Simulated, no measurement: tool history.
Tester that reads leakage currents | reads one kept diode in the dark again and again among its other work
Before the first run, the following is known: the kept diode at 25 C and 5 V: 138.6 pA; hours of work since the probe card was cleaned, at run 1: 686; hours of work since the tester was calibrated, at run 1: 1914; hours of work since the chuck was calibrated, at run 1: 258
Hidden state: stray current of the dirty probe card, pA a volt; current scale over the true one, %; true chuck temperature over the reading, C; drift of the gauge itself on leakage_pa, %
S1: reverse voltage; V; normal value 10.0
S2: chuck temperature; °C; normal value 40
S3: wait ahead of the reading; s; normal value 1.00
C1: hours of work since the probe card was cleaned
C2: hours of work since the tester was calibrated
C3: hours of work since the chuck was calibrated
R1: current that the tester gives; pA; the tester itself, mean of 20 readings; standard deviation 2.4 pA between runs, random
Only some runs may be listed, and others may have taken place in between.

run	hour	S1	S2	S3	C1	C2	C3	R1
1	0.0	10.0	40	1.00	686	1914	258	771.31
2	67.3	10.0	40	1.74	734	1962	306	767.76
3	106.0	10.0	40	1.00	762	1990	334	766.09
4	192.2	10.0	40	1.00	823	2052	396	761.58
5	265.6	10.0	40	2.51	876	2104	448	754.71
6	304.2	10.0	40	2.51	904	2132	476	753.86
7	389.2	10.0	40	2.51	964	2193	537	749.05
8	457.0	10.0	40	1.00	1013	2241	585	747.17
# hour 487.3: probe card cleaned and baked
9	536.9	10.0	40	1.00	35	2296	640	743.41
10	601.4	10.0	40	1.00	82	2342	686	736.74
11	665.4	17.6	56	1.00	127	2388	732	3775.51
12	712.0	17.6	38	2.91	161	2421	765	826.35
13	794.9	17.6	38	2.91	220	2481	824	818.91
14	842.9	4.4	40	9.36	254	2515	859	471.17
15	886.7	4.4	40	9.36	286	2546	890	469.06
16	943.9	4.4	40	9.36	327	2587	931	471.05
17	995.6	2.1	40	0.36	363	2624	968	318.11
18	1054.5	2.2	29	0.96	406	2666	1010	118.44
19	1100.8	10.0	20	5.33	439	2699	1043	110.20

Below are 4 alternative next runs, each starting from the tool's condition after run 19. Predict each:
A	1185.0	18.9	57	7.54	499	2759	1103	?
B	1185.0	8.9	30	4.14	499	2759	1103	?
C	1185.0	5.9	51	3.78	499	2759	1103	?
D	1185.0	4.6	22	0.62	499	2759	1103	?

run	R1
A	4094.68
B	269.79
C	1383.81
D	89.61
With no hidden state in the tool, these same runs would have given:
run	R1
A	4538.78
B	303.23
C	1539.52
D	100.87

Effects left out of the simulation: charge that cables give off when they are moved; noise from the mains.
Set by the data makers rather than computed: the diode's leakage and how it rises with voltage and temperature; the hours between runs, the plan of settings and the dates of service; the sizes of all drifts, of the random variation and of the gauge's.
